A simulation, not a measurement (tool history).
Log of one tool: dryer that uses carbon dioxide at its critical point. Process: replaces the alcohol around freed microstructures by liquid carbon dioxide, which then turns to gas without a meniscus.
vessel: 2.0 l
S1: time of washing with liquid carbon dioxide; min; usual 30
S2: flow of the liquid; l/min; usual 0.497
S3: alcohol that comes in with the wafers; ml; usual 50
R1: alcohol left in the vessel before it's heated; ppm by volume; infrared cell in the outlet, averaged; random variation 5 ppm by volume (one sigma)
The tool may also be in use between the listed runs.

Run 1, hour 0: usual settings. Result: R1 37 ppm by volume.
Run 2, hour 6.2: usual settings. Result: R1 32 ppm by volume.
Run 3, hour 12.6: usual settings but S1 48 min. Result: R1 14 ppm by volume.
Run 4, hour 19.4: usual settings. Result: R1 31 ppm by volume.
Run 5, hour 24.8: usual settings. Result: R1 47 ppm by volume.
Run 6, hour 35.1: usual settings. Result: R1 46 ppm by volume.
Run 7, hour 39.5: usual settings. Result: R1 40 ppm by volume.
Run 8, hour 47: usual settings. Result: R1 46 ppm by volume.
Run 9, hour 52.3: usual settings. Result: R1 42 ppm by volume.
Run 10, hour 62.2: usual settings. Result: R1 43 ppm by volume.
Run 11, hour 70.6: usual settings. Result: R1 41 ppm by volume.
Run 12, hour 77.6: usual settings. Result: R1 45 ppm by volume.
Run 13, hour 81.8: usual settings but S1 19 min. Result: R1 401 ppm by volume.
Run 14, hour 89.7: usual settings but S1 19 min. Result: R1 403 ppm by volume.
Run 15, hour 98.6: usual settings but S1 28 min, S2 0.478 l/min, S3 79 ml. Result: R1 126 ppm by volume.
Run 16, hour 108.8: usual settings but S1 21 min, S2 0.478 l/min, S3 79 ml. Result: R1 489 ppm by volume.
Run 17, hour 118.4: usual settings but S1 21 min, S2 0.478 l/min, S3 79 ml. Result: R1 496 ppm by volume.
Run 18, hour 123.5: usual settings but S1 23 min, S2 0.616 l/min, S3 48 ml. Result: R1 46 ppm by volume.
Run 19, hour 130: usual settings but S1 23 min, S2 0.616 l/min, S3 48 ml. Result: R1 63 ppm by volume.

Forecast each of these 4 alternatives for the next run:
Run A, hour 139.4: usual settings but S1 21 min, S2 0.506 l/min, S3 105 ml. Result: R1 ?.
Run B, hour 139.4: usual settings but S3 89 ml. Result: R1 ?.
Run C, hour 139.4: usual settings but S1 25 min. Result: R1 ?.
Run D, hour 139.4: usual settings but S1 24 min, S2 0.778 l/min, S3 96 ml. Result: R1 ?.

run   R1
  A  527
  B   83
  C  123
  D   27
Without the tool's hidden state the same runs would have given:
run   R1
  A  298
  B   39
  C   64
  D   12
